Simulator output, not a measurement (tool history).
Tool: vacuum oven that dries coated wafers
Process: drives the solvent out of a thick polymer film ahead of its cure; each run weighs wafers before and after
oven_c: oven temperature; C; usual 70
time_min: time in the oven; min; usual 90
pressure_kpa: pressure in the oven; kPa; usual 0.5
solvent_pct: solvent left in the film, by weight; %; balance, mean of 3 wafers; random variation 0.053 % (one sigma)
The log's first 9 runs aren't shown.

run,hour,oven_c,time_min,pressure_kpa,solvent_pct
10,547.4,70,69,0.5,3.37
11,613.8,70,69,0.5,3.46
12,704,70,69,0.5,3.51
13,778.2,70,90,0.5,2.55
# hour 831.4: vacuum gauge cleaned of residue and calibrated
14,880.2,70,94,0.5,2.21
15,934,70,94,0.5,2.34
16,994.2,70,94,0.5,2.3
17,1075.8,66,101,0.426,3.1
18,1175.8,64,45,0.926,6.96
19,1220,64,45,0.926,6.92
20,1267.6,65,54,0.553,5.88
21,1336.5,65,82,0.553,4.38
22,1383.5,70,110,1.138,2.42
23,1450.4,73,62,1.008,3.41
24,1528.1,74,126,1.247,1.47
# hour 1542.8: oven's thermocouples calibrated
25,1621.4,70,159,0.681,0.77
26,1704.9,70,159,0.681,0.73
27,1759.3,70,154,0.279,0.39
28,1861.9,60,90,1.719,5.17
29,1964.1,73,51,0.5,2.84
30,2033.3,73,51,0.5,2.84
31,2094.5,81,51,0.456,1.09
32,2153,81,122,0.421,0.24

Forecast each of these 3 alternatives for the next run:
A,2246.4,65,79,0.421,?
B,2246.4,81,122,1.129,?
C,2246.4,77,151,0.516,?

run,solvent_pct
A,3.62
B,0.61
C,0.34
Without the tool's hidden state the same runs would have given:
run,solvent_pct
A,3.36
B,0.54
C,0.26
